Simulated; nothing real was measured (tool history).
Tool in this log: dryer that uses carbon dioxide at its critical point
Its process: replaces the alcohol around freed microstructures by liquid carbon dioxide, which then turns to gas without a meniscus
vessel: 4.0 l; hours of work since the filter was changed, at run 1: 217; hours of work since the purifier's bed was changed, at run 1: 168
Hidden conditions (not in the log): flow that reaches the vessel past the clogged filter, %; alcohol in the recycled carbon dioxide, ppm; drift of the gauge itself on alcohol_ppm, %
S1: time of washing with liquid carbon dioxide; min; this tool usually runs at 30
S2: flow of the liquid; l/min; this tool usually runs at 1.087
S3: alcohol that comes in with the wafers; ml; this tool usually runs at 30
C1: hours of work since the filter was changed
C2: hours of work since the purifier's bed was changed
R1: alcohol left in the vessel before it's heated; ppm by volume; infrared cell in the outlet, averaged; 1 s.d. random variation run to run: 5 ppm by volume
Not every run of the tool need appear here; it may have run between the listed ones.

run   hour  S1     S2  S3   C1   C2   R1
  1      0  30  1.087  30  217  168   43
  2   20.5  30  1.087  30  230  181   44
  3   53.9  30  1.087  25  252  203   44
  4   78.6  30  1.087  33  268  219   50
  5   98.1  25  1.087  30  280  231   72
  6  126.6  30   1.07  30  298  249   56
  7  150.9  30   1.07  30  314  265   49
  8  183.6  30   0.66  76  335  286  432
     190.5  -- inlet filter changed
  9  229.2  30  1.087  41   25  314   53

Run 10 has not been measured yet. What should we expect?
 10  265.4  26  0.76  66  48  338   ?

R1: 322 ppm by volume
Take away the tool's hidden state, keep the run-to-run variation as it was, and the same run would have given R1 262 ppm by volume.
